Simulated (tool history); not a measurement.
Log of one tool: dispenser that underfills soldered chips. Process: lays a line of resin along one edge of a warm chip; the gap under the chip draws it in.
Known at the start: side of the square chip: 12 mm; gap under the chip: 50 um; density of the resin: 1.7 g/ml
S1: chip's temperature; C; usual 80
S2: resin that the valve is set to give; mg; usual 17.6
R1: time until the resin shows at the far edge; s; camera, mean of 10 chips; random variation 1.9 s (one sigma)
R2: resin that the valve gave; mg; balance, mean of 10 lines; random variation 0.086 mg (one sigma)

run 1 hour=0 | S1=80 S2=17.6 | R1=219.9 R2=16.87
run 2 hour=9.6 | S1=80 S2=17.6 | R1=306.1 R2=16.8
-- hour=12.9 new syringe of resin
run 3 hour=19.2 | S1=80 S2=17.6 | R1=259.2 R2=16.8
-- hour=26.6 new syringe of resin
run 4 hour=28.4 | S1=80 S2=17.6 | R1=219.7 R2=16.67
run 5 hour=36.8 | S1=80 S2=22.6 | R1=289.2 R2=21.25
-- hour=41.4 new syringe of resin
run 6 hour=50.8 | S1=80 S2=22.6 | R1=284.9 R2=20.85
-- hour=55.7 new syringe of resin
run 7 hour=59 | S1=80 S2=22.6 | R1=231.7 R2=20.91
-- hour=69.7 new syringe of resin
run 8 hour=74.2 | S1=80 S2=22.6 | R1=233.5 R2=20.63
-- hour=83.7 new syringe of resin
run 9 hour=89.8 | S1=80 S2=21.3 | R1=255.3 R2=19.3
-- hour=98 new syringe of resin
run 10 hour=102.6 | S1=80 S2=19.5 | R1=247.4 R2=17.74
-- hour=112.5 new syringe of resin
-- hour=118.1 dispensing valve cleaned and set on the balance
run 11 hour=118.1 | S1=66 S2=22.7 | R1=522.6 R2=22.55
run 12 hour=125.5 | S1=67 S2=17.4 | R1=645.7 R2=17.34
-- hour=128.1 new syringe of resin
run 13 hour=137.2 | S1=65 S2=16.1 | R1=672.2 R2=15.83
-- hour=142.4 new syringe of resin
-- hour=150.1 stage's temperature calibrated
run 14 hour=151.6 | S1=65 S2=16.1 | R1=580 R2=15.9
-- hour=157.9 new syringe of resin
run 15 hour=165.3 | S1=78 S2=16.4 | R1=280.5 R2=15.97
-- hour=171.8 new syringe of resin
run 16 hour=176.2 | S1=78 S2=16.9 | R1=247.8 R2=16.45
-- hour=186.1 new syringe of resin
run 17 hour=191.5 | S1=78 S2=16.9 | R1=254.1 R2=16.18

5 ways to go on from here, each from the tool as it stands after run 17. What would each give?
-- hour=200.4 new syringe of resin
run A hour=203.7 | S1=79 S2=17.6 | R1=? R2=?
-- hour=200.4 new syringe of resin
run B hour=203.7 | S1=93 S2=18.8 | R1=? R2=?
-- hour=200.4 new syringe of resin
run C hour=203.7 | S1=70 S2=17.6 | R1=? R2=?
-- hour=200.4 new syringe of resin
run D hour=203.7 | S1=87 S2=18.9 | R1=? R2=?
-- hour=200.4 new syringe of resin
run E hour=203.7 | S1=88 S2=15.2 | R1=? R2=?

run=A R1=228.7 R2=16.78
run=B R1=112.1 R2=17.85
run=C R1=372.5 R2=16.8
run=D R1=151.6 R2=17.87
run=E R1=152.6 R2=14.53
Without the tool's hidden state the same runs would have given:
run=A R1=196 R2=17.6
run=B R1=96.4 R2=18.73
run=C R1=318.8 R2=17.62
run=D R1=130.4 R2=18.74
run=E R1=129.8 R2=15.23

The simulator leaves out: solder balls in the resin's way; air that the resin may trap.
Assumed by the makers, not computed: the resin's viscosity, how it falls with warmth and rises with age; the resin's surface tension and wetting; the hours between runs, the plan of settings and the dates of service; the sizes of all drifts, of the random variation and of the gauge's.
